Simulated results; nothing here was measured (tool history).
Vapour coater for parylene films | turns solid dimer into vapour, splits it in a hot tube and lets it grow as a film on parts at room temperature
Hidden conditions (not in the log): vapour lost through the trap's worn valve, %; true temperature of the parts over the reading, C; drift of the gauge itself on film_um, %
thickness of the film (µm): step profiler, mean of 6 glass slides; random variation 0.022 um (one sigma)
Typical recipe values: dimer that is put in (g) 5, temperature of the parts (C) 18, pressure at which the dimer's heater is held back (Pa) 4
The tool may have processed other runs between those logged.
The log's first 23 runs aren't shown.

run,hour,dimer that is put in (g),temperature of the parts (C),pressure at which the dimer's heater is held back (Pa),hours of work since the trap's valve was overhauled,hours of work since the table's thermometer was calibrated,thickness of the film (µm)
24,990.1,7,11,10.16,73,848,2.88
25,1044.8,2,11,5.6,96,871,0.9
26,1095.5,5,18,4.45,117,892,1.88
27,1145.6,8,18,3.23,138,913,3.02
28,1192,7,16,2.92,158,933,2.81
29,1217.6,7,16,2.92,169,944,2.81
30,1243.2,9,11,4.62,179,954,3.87
31,1282.3,9,11,4.62,196,971,3.84
32,1334.3,5,26,4,218,993,1.51
33,1359.2,5,26,4,228,1003,1.53
34,1390.5,3,26,3.08,241,1016,0.9
35,1415.6,3,22,8.23,252,1027,0.96
36,1463.5,5,20,4,272,1047,1.69
37,1517.3,9,12,4,294,1069,3.75
38,1564.5,9,12,4,314,1089,3.71
39,1590.8,9,20,4,325,1100,3.09
# hour 1630.9: trap's valve overhauled
40,1635.3,9,20,4,2,1117,3.28
41,1669.3,8,18,2.92,16,1131,3.1
42,1694.7,4,16,2.92,27,1142,1.64

Each row is a separate what-if for the run after 42, all from the same tool condition, not one after another. Results?
A,1741.7,4,16,2.36,46,1162,?
B,1741.7,7,16,2.9,46,1162,?
C,1741.7,3,12,3.3,46,1162,?
D,1741.7,4,12,2.92,46,1162,?
E,1741.7,4,16,2.92,46,1162,?

run,thickness of the film (µm)
A,1.66
B,2.83
C,1.36
D,1.79
E,1.63
Stripped of hidden state, with their random variation kept, the same runs would have yielded:
run,thickness of the film (µm)
A,1.69
B,2.88
C,1.38
D,1.82
E,1.65

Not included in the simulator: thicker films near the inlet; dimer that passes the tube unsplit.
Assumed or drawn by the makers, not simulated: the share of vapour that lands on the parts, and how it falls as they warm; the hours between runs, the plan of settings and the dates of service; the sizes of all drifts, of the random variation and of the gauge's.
